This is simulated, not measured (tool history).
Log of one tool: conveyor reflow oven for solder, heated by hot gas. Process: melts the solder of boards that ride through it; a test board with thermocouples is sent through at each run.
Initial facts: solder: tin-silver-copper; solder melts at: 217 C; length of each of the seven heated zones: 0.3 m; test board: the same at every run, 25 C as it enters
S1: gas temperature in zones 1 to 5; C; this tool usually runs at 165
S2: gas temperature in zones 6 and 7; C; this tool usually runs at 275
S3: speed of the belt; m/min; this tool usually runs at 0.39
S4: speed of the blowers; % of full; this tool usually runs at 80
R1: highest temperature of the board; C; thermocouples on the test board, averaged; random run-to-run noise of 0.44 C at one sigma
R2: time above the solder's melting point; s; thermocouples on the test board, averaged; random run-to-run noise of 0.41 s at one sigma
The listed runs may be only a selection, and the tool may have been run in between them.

run 1 hour=0 | S1=165 S2=275 S3=0.39 S4=80 | R1=258.3 R2=71.5
run 2 hour=69.5 | S1=165 S2=275 S3=0.39 S4=80 | R1=258.3 R2=71
run 3 hour=147.1 | S1=165 S2=275 S3=0.39 S4=80 | R1=258.5 R2=70.2
run 4 hour=213.5 | S1=165 S2=275 S3=0.39 S4=80 | R1=258.4 R2=70.5
run 5 hour=254.4 | S1=165 S2=275 S3=0.39 S4=80 | R1=258.2 R2=70.1
run 6 hour=334.1 | S1=165 S2=275 S3=0.39 S4=80 | R1=258.5 R2=70.4
run 7 hour=381.6 | S1=165 S2=275 S3=0.388 S4=80 | R1=258.9 R2=71.2
run 8 hour=460.8 | S1=165 S2=275 S3=0.388 S4=80 | R1=259.3 R2=71.5
run 9 hour=530.4 | S1=165 S2=275 S3=0.388 S4=80 | R1=258.1 R2=71.2
-- hour=568.4 flux residue cleaned out of gas plates and filters
run 10 hour=606.2 | S1=165 S2=275 S3=0.388 S4=80 | R1=259 R2=71.1
run 11 hour=664 | S1=151 S2=268 S3=0.367 S4=62 | R1=246.7 R2=58
run 12 hour=715.7 | S1=162 S2=263 S3=0.324 S4=80 | R1=252.5 R2=81.3
run 13 hour=795.1 | S1=162 S2=263 S3=0.324 S4=80 | R1=252.6 R2=81.3
run 14 hour=838.4 | S1=161 S2=263 S3=0.324 S4=57 | R1=247.3 R2=71.9
run 15 hour=871 | S1=165 S2=264 S3=0.393 S4=80 | R1=248.4 R2=62.1

Here are 4 independent what-if runs from the current tool condition. What would each one return?
run A hour=936.8 | S1=165 S2=281 S3=0.433 S4=59 | R1=? R2=?
run B hour=936.8 | S1=179 S2=275 S3=0.466 S4=80 | R1=? R2=?
run C hour=936.8 | S1=165 S2=278 S3=0.391 S4=71 | R1=? R2=?
run D hour=936.8 | S1=165 S2=264 S3=0.393 S4=80 | R1=? R2=?

run=A R1=252.2 R2=56.8
run=B R1=254.5 R2=59.8
run=C R1=258.8 R2=69.9
run=D R1=248.7 R2=61.7
Without the tool's unlogged condition, the same runs would have read:
run=A R1=252.1 R2=56.7
run=B R1=254.3 R2=59.7
run=C R1=258.6 R2=69.7
run=D R1=248.5 R2=61.6
